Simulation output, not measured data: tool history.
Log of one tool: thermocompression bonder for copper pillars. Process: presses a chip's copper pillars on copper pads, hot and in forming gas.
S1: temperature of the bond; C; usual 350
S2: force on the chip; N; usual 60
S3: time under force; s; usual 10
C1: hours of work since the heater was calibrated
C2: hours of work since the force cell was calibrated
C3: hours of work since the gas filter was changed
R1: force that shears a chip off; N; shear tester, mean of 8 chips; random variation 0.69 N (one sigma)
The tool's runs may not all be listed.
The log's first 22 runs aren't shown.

run	hour	S1	S2	S3	C1	C2	C3	R1
23	204.4	351	67	18	557	311	94	101.1
24	217.4	351	67	18	563	317	101	102.1
25	228.3	351	67	18	568	322	106	101.9
26	240.9	351	81	12	575	328	112	106.2
27	254.8	351	55	7	581	335	119	68.1
28	261.9	351	55	7	585	338	122	68.2
29	271.8	373	53	12	589	343	127	89.4
30	277.8	361	81	23	592	346	130	119.7
31	291.8	364	61	10	599	353	136	90.1
32	299.3	378	65	19	603	356	140	113.6
33	308.7	376	45	26	607	361	144	97.3
34	315.3	358	45	18	610	364	148	78.4
35	324.1	378	38	23	614	368	152	84.3
36	338.4	380	62	23	621	375	159	114.1

3 ways to go on from here, each from the tool as it stands after run 36. What would each give?
A	347.5	373	65	14	626	379	163	?
B	347.5	361	38	10	626	379	163	?
C	347.5	325	62	23	626	379	163	?

run	R1
A	106.1
B	56.8
C	86.5
Without the tool's hidden state the same runs would have given:
run	R1
A	106.6
B	57.2
C	87

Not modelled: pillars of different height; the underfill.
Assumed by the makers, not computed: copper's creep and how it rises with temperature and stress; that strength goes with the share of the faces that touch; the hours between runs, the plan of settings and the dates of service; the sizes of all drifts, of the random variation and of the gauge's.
